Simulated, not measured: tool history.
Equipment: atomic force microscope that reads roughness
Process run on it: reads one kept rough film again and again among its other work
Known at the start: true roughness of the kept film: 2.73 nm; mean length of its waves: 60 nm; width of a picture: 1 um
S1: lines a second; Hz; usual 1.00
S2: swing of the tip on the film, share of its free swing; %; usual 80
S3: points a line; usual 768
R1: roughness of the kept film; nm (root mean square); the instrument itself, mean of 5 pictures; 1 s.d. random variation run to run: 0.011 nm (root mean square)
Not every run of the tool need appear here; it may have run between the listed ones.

run,hour,S1,S2,S3,R1
1,0.0,1.00,80,768,2.455
2,29.6,1.00,80,645,2.449
3,70.1,1.00,80,801,2.422
4,142.1,1.00,80,801,2.382
5,171.8,1.00,80,801,2.384
6,212.8,1.00,80,801,2.372
# hour 253.7: new tip fitted
7,259.1,1.00,80,801,2.454
# hour 263.3: height scale calibrated on a step standard
8,296.0,0.71,80,801,2.489
9,325.8,2.42,76,485,2.222
10,394.6,3.16,80,506,2.019
11,450.2,1.96,60,318,2.441
# hour 468.8: height scale calibrated on a step standard, once more
# hour 509.9: new tip fitted
12,510.5,1.96,75,724,2.358

Estimate the outcome of run 13 from the log above:
13,569.0,1.96,75,724,?

Run 13 measured R1 2.357 nm (root mean square).
Had the tool carried no hidden state, the very same run would have given R1 2.377 nm (root mean square).
